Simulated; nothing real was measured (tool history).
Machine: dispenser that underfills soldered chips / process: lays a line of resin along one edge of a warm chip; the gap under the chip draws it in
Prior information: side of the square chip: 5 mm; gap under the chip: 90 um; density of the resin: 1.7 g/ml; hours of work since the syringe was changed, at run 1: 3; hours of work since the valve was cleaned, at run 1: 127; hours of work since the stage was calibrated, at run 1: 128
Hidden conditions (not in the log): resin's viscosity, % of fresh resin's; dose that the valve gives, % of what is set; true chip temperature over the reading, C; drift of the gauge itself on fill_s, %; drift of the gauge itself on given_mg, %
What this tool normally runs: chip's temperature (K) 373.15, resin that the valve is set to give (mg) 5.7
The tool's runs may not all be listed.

run   hour  chip's temperature (K)  resin that the valve is set to give (mg)  hours of work since the syringe was changed  hours of work since the valve was cleaned  hours of work since the stage was calibrated  time until the resin shows at the far edge (s)  resin that the valve gave (mg)
  1      0                  373.15                                       5.7                                            3                                        127                                           128                                            11.1                            5.13
  2    4.1                  373.15                                       5.7                                            6                                        130                                           132                                            13.4                            5.13
       5.8  -- dispensing valve cleaned and set on the balance
       7.8  -- new syringe of resin
  3    9.8                  373.15                                       5.7                                            1                                          3                                           135                                            10.3                            5.71
  4   14.9                  373.15                                       5.7                                            6                                          7                                           139                                            13.1                            5.64
      18.1  -- new syringe of resin
  5   19.5                  373.15                                      5.41                                            1                                         10                                           142                                              11                            5.36
  6     27                  377.15                                       5.7                                            7                                         16                                           148                                            11.8                            5.59
      28.5  -- new syringe of resin
  7   33.3                  373.15                                       5.7                                            4                                         21                                           153                                            11.4                             5.6
      38.9  -- new syringe of resin
  8   40.4                  373.15                                       5.7                                            1                                         26                                           158                                            10.4                            5.59
  9   44.1                  373.15                                       5.7                                            4                                         29                                           161                                            11.6                            5.58
      49.2  -- new syringe of resin
 10   49.3                  373.15                                      4.84                                            0                                         33                                           165                                              10                            4.74
 11   54.5                  373.15                                       5.7                                            4                                         37                                           169                                            11.6                            5.51
      59.6  -- new syringe of resin
 12   60.1                  373.15                                       5.7                                            0                                         41                                           173                                             9.9                            5.53
 13   67.5                  373.15                                       5.7                                            6                                         46                                           179                                            12.9                            5.47
        70  -- new syringe of resin
 14   71.4                  360.15                                      5.46                                            1                                         49                                           181                                            17.5                            5.25
 15   78.8                  372.15                                      5.29                                            7                                         55                                           187                                            14.1                            5.06
      80.4  -- new syringe of resin
 16   82.6                  365.15                                       5.7                                            2                                         58                                           190                                            14.5                            5.45
 17   88.5                  365.15                                       5.7                                            6                                         62                                           194                                            17.8                            5.43
        91  -- new syringe of resin
 18   92.7                  372.15                                       5.7                                            1                                         65                                           198                                            10.7                            5.35
 19   96.9                  387.15                                      6.23                                            5                                         69                                           201                                             6.7                            5.91
     101.7  -- new syringe of resin
 20    104                  387.15                                      6.23                                            2                                         74                                           206                                             5.7                            5.93
 21  107.8                  374.15                                      5.18                                            5                                         77                                           209                                            12.4                            4.85
       112  -- new syringe of resin
 22  112.3                  384.15                                      5.44                                            0                                         80                                           212                                             6.4                            5.09
 23    120                  373.15                                       5.8                                            6                                         86                                           218                                            13.5                            5.44
     122.7  -- new syringe of resin
 24  127.2                  373.15                                       5.8                                            4                                         91                                           224                                            12.2                            5.42

Below, each run's measurement less what the same run would have read without the hidden state. Both values contain the same run-to-run variation, but the gauge's scatter may not be the same in both:
run  time until the resin shows at the far edge (s)  resin that the valve gave (mg)
  1                                            +1.7                           -0.52
  2                                            +3.6                           -0.54
  3                                            +0.6                           -0.01
  4                                              +3                           -0.04
  5                                            +0.6                           -0.05
  6                                            +3.5                           -0.08
  7                                            +1.8                           -0.09
  8                                            +0.5                           -0.11
  9                                            +2.2                           -0.13
 10                                            +0.1                           -0.12
 11                                            +2.2                           -0.16
 12                                            +0.2                           -0.18
 13                                            +3.5                            -0.2
 14                                            +1.1                            -0.2
 15                                            +4.4                           -0.22
 16                                            +1.1                           -0.25
 17                                            +4.9                           -0.26
 18                                            +0.6                           -0.28
 19                                            +1.3                           -0.32
 20                                            +0.5                           -0.35
 21                                            +2.6                            -0.3
 22                                            +0.2                           -0.32
 23                                            +3.8                           -0.37
 24                                            +1.9                           -0.39
